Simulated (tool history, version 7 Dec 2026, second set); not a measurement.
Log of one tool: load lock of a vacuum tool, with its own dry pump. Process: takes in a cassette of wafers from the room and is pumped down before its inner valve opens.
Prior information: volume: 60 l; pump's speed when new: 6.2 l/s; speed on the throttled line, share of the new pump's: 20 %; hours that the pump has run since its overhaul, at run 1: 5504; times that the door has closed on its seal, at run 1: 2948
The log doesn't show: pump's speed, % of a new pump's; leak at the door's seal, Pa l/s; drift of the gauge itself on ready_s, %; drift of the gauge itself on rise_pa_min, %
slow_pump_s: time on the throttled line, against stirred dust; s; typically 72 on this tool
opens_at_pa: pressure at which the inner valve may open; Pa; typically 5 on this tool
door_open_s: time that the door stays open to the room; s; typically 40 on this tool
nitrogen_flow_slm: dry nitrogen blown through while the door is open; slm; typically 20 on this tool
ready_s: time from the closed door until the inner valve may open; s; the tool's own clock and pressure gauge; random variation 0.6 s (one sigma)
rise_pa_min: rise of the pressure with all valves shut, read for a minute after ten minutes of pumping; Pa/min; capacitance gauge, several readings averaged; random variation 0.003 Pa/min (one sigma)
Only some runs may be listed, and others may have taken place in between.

run,day,slow_pump_s,opens_at_pa,door_open_s,nitrogen_flow_slm,hours that the pump has run since its overhaul,times that the door has closed on its seal,"incoming humidity of the room's air, %",ready_s,rise_pa_min
1,0.000,72,5,40,20,5504,2948,42.4,159.6,0.023
2,3.000,72,5,40,20,5576,3042,46.8,158.1,0.026
3,7.458,72,5,40,20,5683,3181,43.5,159.0,0.023
4,12.496,72,5,35,20,5804,3338,44.2,160.0,0.020
5,16.408,72,5,35,20,5898,3460,44.5,159.5,0.022
6,20.546,72,5,35,20,5997,3590,45.7,158.6,0.023
7,23.038,72,5,35,20,6057,3668,41.9,159.2,0.021
8,28.438,72,8,40,20,6186,3836,44.8,155.1,0.024
9,33.312,72,5,40,20,6303,3989,45.8,159.8,0.030
10,36.925,72,5,40,20,6390,4102,43.1,159.6,0.025
11,41.692,72,5,40,20,6504,4250,48.8,159.8,0.025
12,45.450,72,5,40,20,6595,4368,46.6,160.7,0.024
13,48.767,72,5,40,7,6674,4471,46.2,159.0,0.034
14,53.571,72,5,40,7,6790,4622,45.3,159.7,0.035
15,58.962,72,5,40,7,6919,4790,45.0,160.9,0.035
16,63.975,72,5,40,20,7039,4947,44.1,160.7,0.032
17,66.712,72,5,40,20,7105,5032,46.7,161.6,0.028
18,71.962,72,5,40,20,7231,5196,45.6,161.5,0.026
19,74.471,84,6,40,20,7291,5275,46.0,168.2,0.026
20,79.075,84,6,40,20,7402,5418,41.1,168.4,0.023
21,84.250,111,6,125,5,7526,5580,46.3,189.3,0.060
22,88.246,72,8,40,7,7622,5705,46.0,156.8,0.034
23,91.308,72,8,40,7,7695,5801,44.8,155.7,0.040
24,95.458,72,8,45,7,7795,5930,41.8,156.8,0.033
25,98.750,54,5,41,20,7874,6033,44.3,147.1,0.031
26,103.196,88,9,40,20,7981,6172,47.7,166.3,0.027
27,107.338,88,9,40,20,8080,6302,47.3,166.7,0.034
28,110.608,120,5,34,10,8158,6404,45.4,199.6,0.034
29,113.608,120,5,34,10,8230,6497,45.0,199.6,0.035
30,115.900,120,5,34,10,8285,6569,44.8,199.9,0.036
31,120.400,120,5,34,10,8393,6710,43.6,197.9,0.037
32,123.246,120,5,34,10,8462,6799,42.4,197.6,0.036
33,126.896,72,5,117,20,8549,6913,45.6,161.3,0.043
34,129.375,72,7,221,20,8609,6990,43.4,157.2,0.048
35,134.021,81,7,75,6,8720,7135,44.5,165.1,0.053

Below, some changes in ready_s between adjacent runs. For each, the amount present without the hidden state too (settings, incoming material, random variation) and the amount remaining for the hidden state with gauge scatter not shared by both compared results:
Run 21 -> 22: slow_pump_s 111 -> 72, opens_at_pa 6 -> 8, door_open_s 125 -> 40, nitrogen_flow_slm 5 -> 7. ready_s -32.5 s: hidden state +0.6, all else -33.1.
Run 25 -> 26: slow_pump_s 54 -> 88, opens_at_pa 5 -> 9, door_open_s 41 -> 40. ready_s +19.2 s: hidden state -1.0, all else +20.2.
Run 27 -> 28: slow_pump_s 88 -> 120, opens_at_pa 9 -> 5, door_open_s 40 -> 34, nitrogen_flow_slm 20 -> 10. ready_s +32.9 s: hidden state +0.1, all else +32.8.
Run 32 -> 33: slow_pump_s 120 -> 72, door_open_s 34 -> 117, nitrogen_flow_slm 10 -> 20. ready_s -36.3 s: hidden state +1.0, all else -37.3.

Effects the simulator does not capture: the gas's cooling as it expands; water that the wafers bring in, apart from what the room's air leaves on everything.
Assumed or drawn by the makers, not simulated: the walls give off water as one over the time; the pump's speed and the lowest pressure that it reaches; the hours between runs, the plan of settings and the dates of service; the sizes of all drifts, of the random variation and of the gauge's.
